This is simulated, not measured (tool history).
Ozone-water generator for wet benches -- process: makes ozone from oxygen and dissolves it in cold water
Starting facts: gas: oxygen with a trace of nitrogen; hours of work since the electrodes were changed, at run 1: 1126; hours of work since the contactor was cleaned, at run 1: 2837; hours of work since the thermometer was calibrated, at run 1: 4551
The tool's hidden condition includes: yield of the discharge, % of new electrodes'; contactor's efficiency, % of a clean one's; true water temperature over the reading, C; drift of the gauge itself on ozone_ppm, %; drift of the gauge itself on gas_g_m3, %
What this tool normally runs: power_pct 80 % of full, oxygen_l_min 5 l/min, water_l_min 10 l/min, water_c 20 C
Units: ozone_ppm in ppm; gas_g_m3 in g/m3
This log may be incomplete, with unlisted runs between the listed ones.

run	day	power_pct	oxygen_l_min	water_l_min	water_c	hours of work since the electrodes were changed	hours of work since the contactor was cleaned	hours of work since the thermometer was calibrated	ozone_ppm	gas_g_m3
1	0	80	5	10	20	1126	2837	4551	23.5	173.4
2	2.838	80	2.93	10	20	1183	2895	4608	24	224.8
3	6.129	80	5	10	12	1250	2961	4675	27.1	174.2
4	11.4	76	5	10	20	1356	3068	4781	22.2	166.3
5	16.071	76	5	10	20	1451	3162	4875	22.5	165.7
6	19.104	76	5	10	20	1512	3223	4937	22	165.6
7	24.325	80	4.12	10	20	1617	3329	5042	23.1	189.9
8	28.167	80	4.12	10	20	1695	3406	5120	23.1	187.5
9	33.95	80	4.12	10	20	1812	3523	5237	22.9	187.8
# day 36.333: contactor cleaned
10	40.121	80	4.12	10	20	1933	77	5358	24.1	187.1
# day 45.296: water thermometer calibrated
11	46.383	75	4.12	10	20	2059	203	22	22.7	178.4
12	49.9	75	4.12	10	20	2130	274	93	22.7	175.3
13	52.667	77	5	10	20	2186	330	149	22.7	164.3
14	57.525	49	5	10	20	2285	428	247	16.8	121.8
15	60.288	79	5	10	20	2340	484	303	22.9	166.1
16	65.412	79	5	10	20	2444	587	407	22.6	165.6
17	69.946	79	5	10	20	2535	679	498	22.4	165.1
18	73.633	68	5	10	20	2610	753	573	20.6	150.4
19	79.567	80	7.37	10	20	2730	873	692	20.8	139.1
# day 83.238: water thermometer calibrated, once more
20	85.092	80	7.37	10	25	2841	984	37	19.4	136.7
21	90.633	60	7.15	8	19	2953	1096	149	20.3	115.1
22	94.133	80	5.32	10	20	3024	1167	220	22.5	160.1
23	96.962	50	7.18	10	22	3081	1224	277	15.3	103.9
24	100.929	50	7.18	10	22	3161	1304	357	15.1	102.7
25	105.608	50	7.18	10	22	3256	1399	452	15.1	102.3
26	108.817	63	2.95	14	16	3321	1464	517	16.4	180.6
27	113.142	63	2.95	14	16	3408	1551	604	16.2	179.3
28	117.679	63	2.95	14	18	3500	1643	696	15.9	180
29	120.646	63	2.95	14	18	3560	1703	756	15.7	180.4
30	123.596	80	5	10	14	3619	1762	816	25.2	162.5
31	126.175	80	5	8	18	3671	1815	868	25.7	161.5
32	131.375	48	6.38	7	27	3776	1920	973	15	104.4
33	136.467	56	2.61	6	13	3879	2022	1076	28	174.2

Hidden condition of the tool, last listed run before each entry between runs versus first listed run after:
After run 9, before run 10: contactor cleaned (day 36.333)
  yield of the discharge, % of new electrodes': 95.8 -> 95.5; contactor's efficiency, % of a clean one's: 89.1 -> 98.7; true water temperature over the reading, C: 0.69 -> 0.71
  measured result minus the result with no hidden state, ozone_ppm: -2.7 -> -1.7 ppm; gas_g_m3: -8.9 -> -9.6 g/m3
After run 10, before run 11: water thermometer calibrated (day 45.296)
  yield of the discharge, % of new electrodes': 95.5 -> 95.2; contactor's efficiency, % of a clean one's: 98.7 -> 98.3; true water temperature over the reading, C: 0.71 -> 1.15
  measured result minus the result with no hidden state, ozone_ppm: -1.7 -> -2 ppm; gas_g_m3: -9.6 -> -9.4 g/m3
After run 19, before run 20: water thermometer calibrated, once more (day 83.238)
  yield of the discharge, % of new electrodes': 93.4 -> 93.1; contactor's efficiency, % of a clean one's: 96.2 -> 95.8; true water temperature over the reading, C: 1.24 -> -0.11
  measured result minus the result with no hidden state, ozone_ppm: -2.7 -> -2 ppm; gas_g_m3: -10.8 -> -11.2 g/m3

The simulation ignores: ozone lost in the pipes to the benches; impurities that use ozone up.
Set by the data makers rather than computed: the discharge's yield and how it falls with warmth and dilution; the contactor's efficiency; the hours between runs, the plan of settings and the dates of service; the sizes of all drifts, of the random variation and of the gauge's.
